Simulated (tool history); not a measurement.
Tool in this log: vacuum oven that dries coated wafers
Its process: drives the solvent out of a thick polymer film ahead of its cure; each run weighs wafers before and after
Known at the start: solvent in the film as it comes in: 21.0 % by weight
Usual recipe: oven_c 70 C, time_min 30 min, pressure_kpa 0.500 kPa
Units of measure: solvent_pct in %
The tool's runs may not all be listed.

| run | hour | oven_c | time_min | pressure_kpa | solvent_pct |
|---|---|---|---|---|---|
| 1 | 0.0 | 70 | 30 | 0.500 | 1.74 |
| 2 | 13.4 | 70 | 28 | 0.500 | 1.98 |
| 3 | 26.9 | 70 | 28 | 0.500 | 1.98 |
| 4 | 33.1 | 70 | 28 | 0.500 | 2.05 |
| 5 | 46.9 | 70 | 28 | 0.500 | 1.98 |
| 6 | 57.5 | 70 | 28 | 0.500 | 1.98 |
| 7 | 67.0 | 70 | 30 | 0.374 | 1.70 |
| 8 | 74.3 | 70 | 30 | 0.374 | 1.67 |
| 9 | 81.3 | 70 | 52 | 0.374 | 0.49 |
| 10 | 90.1 | 70 | 52 | 0.374 | 0.50 |
| 11 | 99.8 | 70 | 30 | 0.500 | 1.75 |
| 12 | 106.8 | 70 | 30 | 0.500 | 1.75 |
| 13 | 114.3 | 70 | 30 | 0.500 | 1.76 |
| 14 | 124.9 | 70 | 30 | 0.500 | 1.76 |
| 15 | 133.4 | 70 | 30 | 0.500 | 1.74 |
| 16 | 145.1 | 70 | 30 | 0.500 | 1.75 |
| 17 | 152.5 | 70 | 30 | 0.500 | 1.74 |
| 18 | 161.7 | 70 | 30 | 0.500 | 1.76 |
| 19 | 170.4 | 58 | 30 | 0.500 | 6.04 |
| 20 | 179.6 | 58 | 30 | 0.500 | 6.04 |
| 21 | 189.5 | 58 | 30 | 0.500 | 6.00 |
| 22 | 199.6 | 65 | 30 | 0.500 | 3.21 |
| 23 | 206.6 | 65 | 30 | 0.500 | 3.24 |
| 24 | 214.5 | 70 | 30 | 0.500 | 1.74 |
| 25 | 228.3 | 73 | 33 | 0.329 | 0.85 |
| 26 | 242.0 | 80 | 52 | 1.387 | 0.66 |
| 27 | 252.6 | 61 | 24 | 0.372 | 5.95 |
| 28 | 264.9 | 62 | 51 | 0.659 | 2.02 |
| 29 | 271.5 | 58 | 51 | 0.675 | 3.30 |
| 30 | 278.1 | 58 | 51 | 0.675 | 3.28 |
| 31 | 288.0 | 70 | 20 | 0.391 | 3.49 |
| 32 | 300.0 | 70 | 20 | 0.391 | 3.51 |
| 33 | 311.1 | 63 | 20 | 0.303 | 6.18 |
| 34 | 321.3 | 81 | 17 | 1.182 | 1.55 |
| 35 | 330.2 | 56 | 17 | 1.201 | 10.69 |
| 36 | 336.7 | 56 | 22 | 1.609 | 9.62 |
| 37 | 343.8 | 57 | 30 | 0.500 | 6.48 |
| 38 | 350.3 | 57 | 30 | 0.500 | 6.45 |
| 39 | 361.6 | 70 | 43 | 0.789 | 1.03 |
| 40 | 367.8 | 65 | 30 | 1.658 | 4.06 |
| 41 | 379.8 | 65 | 30 | 0.250 | 3.06 |
| 42 | 390.1 | 65 | 30 | 0.250 | 3.06 |
| 43 | 401.9 | 66 | 30 | 0.500 | 2.87 |
| 44 | 410.9 | 66 | 30 | 0.500 | 2.91 |
| 45 | 424.2 | 58 | 44 | 0.500 | 3.82 |
| 46 | 436.6 | 58 | 44 | 1.054 | 4.41 |
| 47 | 443.6 | 77 | 43 | 0.410 | 0.28 |

What if the next run were any one of these 3? Each begins from the tool's condition after run 47:
| A | 454.7 | 68 | 30 | 0.473 | ? |
| B | 454.7 | 70 | 29 | 0.491 | ? |
| C | 454.7 | 70 | 30 | 0.579 | ? |

| run | solvent_pct |
|---|---|
| A | 2.26 |
| B | 1.88 |
| C | 1.83 |
With the hidden condition removed and each run's random variation left untouched, the same runs would have given:
| run | solvent_pct |
|---|---|
| A | 2.25 |
| B | 1.87 |
| C | 1.83 |

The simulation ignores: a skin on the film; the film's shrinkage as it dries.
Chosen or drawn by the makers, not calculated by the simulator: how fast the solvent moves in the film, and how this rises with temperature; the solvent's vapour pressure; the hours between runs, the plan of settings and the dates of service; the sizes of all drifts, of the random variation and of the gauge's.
